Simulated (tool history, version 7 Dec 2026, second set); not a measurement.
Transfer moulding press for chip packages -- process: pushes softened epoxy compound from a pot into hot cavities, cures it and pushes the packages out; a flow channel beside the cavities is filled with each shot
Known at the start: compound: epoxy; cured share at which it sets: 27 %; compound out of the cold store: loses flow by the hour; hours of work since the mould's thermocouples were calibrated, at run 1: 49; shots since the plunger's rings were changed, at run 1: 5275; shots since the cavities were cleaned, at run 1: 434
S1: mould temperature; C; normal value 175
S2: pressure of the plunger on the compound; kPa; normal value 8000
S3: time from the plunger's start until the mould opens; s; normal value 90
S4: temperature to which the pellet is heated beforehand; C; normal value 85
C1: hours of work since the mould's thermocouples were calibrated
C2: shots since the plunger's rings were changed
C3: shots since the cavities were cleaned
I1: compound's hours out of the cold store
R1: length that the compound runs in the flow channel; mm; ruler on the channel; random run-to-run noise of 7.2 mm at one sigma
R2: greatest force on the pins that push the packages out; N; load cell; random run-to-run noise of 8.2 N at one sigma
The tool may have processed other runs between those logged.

| run | hour | S1 | S2 | S3 | S4 | C1 | C2 | C3 | I1 | R1 | R2 |
|---|---|---|---|---|---|---|---|---|---|---|---|
| 1 | 0.0 | 175 | 8000 | 90 | 85 | 49 | 5275 | 434 | 9.7 | 782 | 665 |
| 2 | 39.5 | 175 | 8000 | 90 | 85 | 69 | 5667 | 826 | 38.9 | 670 | 734 |
|  | 62.0 | cavities cleaned with cleaning compound and waxed |
| 3 | 96.6 | 175 | 8000 | 90 | 85 | 98 | 6219 | 344 | 33.6 | 688 | 603 |
|  | 137.0 | plunger's sealing rings changed |
| 4 | 160.0 | 175 | 8000 | 90 | 85 | 130 | 228 | 949 | 41.7 | 749 | 729 |
|  | 171.1 | cavities cleaned with cleaning compound and waxed |
| 5 | 194.4 | 175 | 8000 | 90 | 85 | 147 | 554 | 231 | 26.5 | 813 | 553 |
| 6 | 239.7 | 175 | 8000 | 90 | 85 | 170 | 1004 | 681 | 34.7 | 762 | 707 |
|  | 278.9 | cavities cleaned with cleaning compound and waxed |
| 7 | 307.6 | 175 | 8000 | 84 | 85 | 204 | 1662 | 284 | 11.9 | 836 | 634 |
| 8 | 379.7 | 175 | 8000 | 84 | 85 | 241 | 2379 | 1001 | 37.3 | 740 | 799 |
|  | 385.6 | cavities cleaned with cleaning compound and waxed |
| 9 | 411.9 | 175 | 8000 | 84 | 85 | 257 | 2683 | 261 | 34.5 | 735 | 617 |
| 10 | 454.4 | 175 | 8000 | 84 | 85 | 279 | 3105 | 683 | 15.2 | 816 | 772 |
|  | 496.2 | cavities cleaned with cleaning compound and waxed |
| 11 | 511.8 | 175 | 8000 | 90 | 85 | 308 | 3660 | 155 | 23.5 | 753 | 493 |
|  | 518.1 | mould's thermocouples calibrated |
| 12 | 565.2 | 175 | 8000 | 90 | 85 | 24 | 4170 | 665 | 22.8 | 763 | 669 |
|  | 603.2 | cavities cleaned with cleaning compound and waxed |
| 13 | 606.2 | 175 | 6540 | 90 | 85 | 45 | 4562 | 30 | 45.7 | 627 | 355 |
| 14 | 649.1 | 175 | 6540 | 90 | 85 | 67 | 4987 | 455 | 37.3 | 635 | 605 |
|  | 708.4 | cavities cleaned with cleaning compound and waxed |
| 15 | 716.5 | 180 | 8930 | 86 | 86 | 101 | 5642 | 81 | 33.8 | 714 | 380 |
| 16 | 768.8 | 167 | 9490 | 78 | 84 | 128 | 6161 | 600 | 45.4 | 745 | 1485 |
|  | 814.1 | plunger's sealing rings changed |
|  | 815.6 | cavities cleaned with cleaning compound and waxed |
|  | 834.0 | mould's thermocouples calibrated, once more |
| 17 | 834.0 | 167 | 9490 | 78 | 84 | 0 | 162 | 162 | 27.8 | 911 | 1235 |
| 18 | 868.7 | 167 | 9490 | 78 | 84 | 18 | 507 | 507 | 36.8 | 870 | 1507 |
|  | 922.0 | cavities cleaned with cleaning compound and waxed |
| 19 | 940.6 | 175 | 8000 | 90 | 75 | 54 | 1206 | 185 | 13.0 | 842 | 552 |

What will run 20 give?
| 20 | 1003.3 | 168 | 8000 | 90 | 75 | 87 | 1828 | 807 | 42.5 | ? | ? |

R1: 745 mm
R2: 1100 N
On a tool with no hidden condition, and with the same random variation, this run would have come out at R1 774 mm, R2 562 N.
